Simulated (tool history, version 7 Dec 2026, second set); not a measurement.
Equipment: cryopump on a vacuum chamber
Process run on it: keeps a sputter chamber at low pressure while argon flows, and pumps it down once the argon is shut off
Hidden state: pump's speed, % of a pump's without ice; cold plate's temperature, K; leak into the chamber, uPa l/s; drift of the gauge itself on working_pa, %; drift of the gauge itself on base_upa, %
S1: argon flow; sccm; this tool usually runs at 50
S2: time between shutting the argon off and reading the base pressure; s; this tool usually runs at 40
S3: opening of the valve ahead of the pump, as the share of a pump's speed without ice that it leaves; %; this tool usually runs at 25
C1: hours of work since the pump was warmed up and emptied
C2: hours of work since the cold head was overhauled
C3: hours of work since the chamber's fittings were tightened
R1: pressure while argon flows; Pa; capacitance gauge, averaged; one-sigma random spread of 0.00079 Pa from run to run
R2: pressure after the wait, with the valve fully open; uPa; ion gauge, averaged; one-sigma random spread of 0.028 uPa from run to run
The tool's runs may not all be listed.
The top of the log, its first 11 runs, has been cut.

run,hour,S1,S2,S3,C1,C2,C3,R1,R2
12,319.5,21,40,25,118,1218,392,0.0651,1.53
13,345.5,50,40,25,137,1237,411,0.1560,1.55
14,369.0,50,40,25,155,1254,429,0.1565,1.60
15,393.4,50,40,25,173,1273,447,0.1574,1.59
16,415.7,50,40,25,190,1289,464,0.1584,1.56
17,433.9,50,40,25,203,1303,477,0.1575,1.57
18,462.8,50,40,25,225,1324,499,0.1583,1.61
19,485.0,26,40,26,241,1341,515,0.0798,1.66
20,514.7,86,40,49,264,1363,537,0.1433,1.62
21,543.4,68,36,54,285,1384,559,0.1025,1.79
22,562.0,68,36,54,299,1398,573,0.1027,1.81
23,600.9,68,35,15,328,1427,602,0.3561,1.81
24,628.4,68,35,15,348,1448,622,0.3598,1.81

Run 25 is up next; what results do you expect?
25,657.2,23,199,18,370,1469,644,?,?

For run 25 the tool returned R1 0.1016 Pa, R2 0.78 uPa.
Minus the tool's unlogged condition, the same run would have read R1 0.0988 Pa, R2 0.38 uPa.
